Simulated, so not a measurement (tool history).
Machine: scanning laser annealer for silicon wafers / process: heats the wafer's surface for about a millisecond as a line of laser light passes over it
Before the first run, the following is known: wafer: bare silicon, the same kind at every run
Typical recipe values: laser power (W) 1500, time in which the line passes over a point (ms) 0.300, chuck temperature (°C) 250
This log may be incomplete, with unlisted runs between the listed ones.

| run | hour | laser power (W) | time in which the line passes over a point (ms) | chuck temperature (°C) | highest temperature of the surface (°C) |
|---|---|---|---|---|---|
| 1 | 0.0 | 1500 | 0.300 | 250 | 1011 |
| 2 | 47.2 | 1500 | 0.238 | 250 | 931 |
| 3 | 94.8 | 1500 | 0.238 | 250 | 930 |
| 4 | 165.7 | 1500 | 0.300 | 250 | 1009 |
| 5 | 197.4 | 1500 | 0.300 | 251 | 1009 |
| 6 | 270.1 | 1500 | 0.300 | 251 | 1011 |
| 7 | 305.5 | 1500 | 0.300 | 250 | 1007 |
| 8 | 365.7 | 1500 | 0.300 | 250 | 1007 |
|  | 429.7 | window over the wafer cleaned |
| 9 | 431.3 | 1500 | 0.300 | 250 | 1033 |
| 10 | 474.0 | 1496 | 0.300 | 250 | 1030 |
| 11 | 510.5 | 1496 | 0.300 | 250 | 1030 |
| 12 | 543.8 | 1500 | 0.300 | 250 | 1030 |
| 13 | 606.0 | 1500 | 0.300 | 250 | 1031 |
|  | 676.3 | optics aligned, line set to its width |
| 14 | 676.3 | 1500 | 0.300 | 250 | 1039 |
| 15 | 707.9 | 1480 | 0.283 | 241 | 996 |
| 16 | 756.0 | 1500 | 0.300 | 239 | 1024 |
|  | 764.9 | laser's power meter calibrated |
| 17 | 804.3 | 1445 | 0.266 | 237 | 950 |
| 18 | 840.5 | 1445 | 0.266 | 237 | 949 |
|  | 886.8 | laser's power meter calibrated, once more |
| 19 | 918.0 | 1437 | 0.300 | 236 | 986 |
| 20 | 970.0 | 1425 | 0.272 | 225 | 933 |
| 21 | 1021.5 | 1500 | 0.343 | 250 | 1081 |
| 22 | 1063.7 | 1497 | 0.300 | 263 | 1044 |
| 23 | 1128.6 | 1466 | 0.300 | 281 | 1045 |
| 24 | 1178.2 | 1431 | 0.313 | 227 | 981 |

What will run 25 give?
| 25 | 1216.3 | 1577 | 0.216 | 243 | ? |

For run 25 the tool returned highest temperature of the surface (°C) 945.
Minus the tool's unlogged condition, the same run would have read highest temperature of the surface (°C) 961.
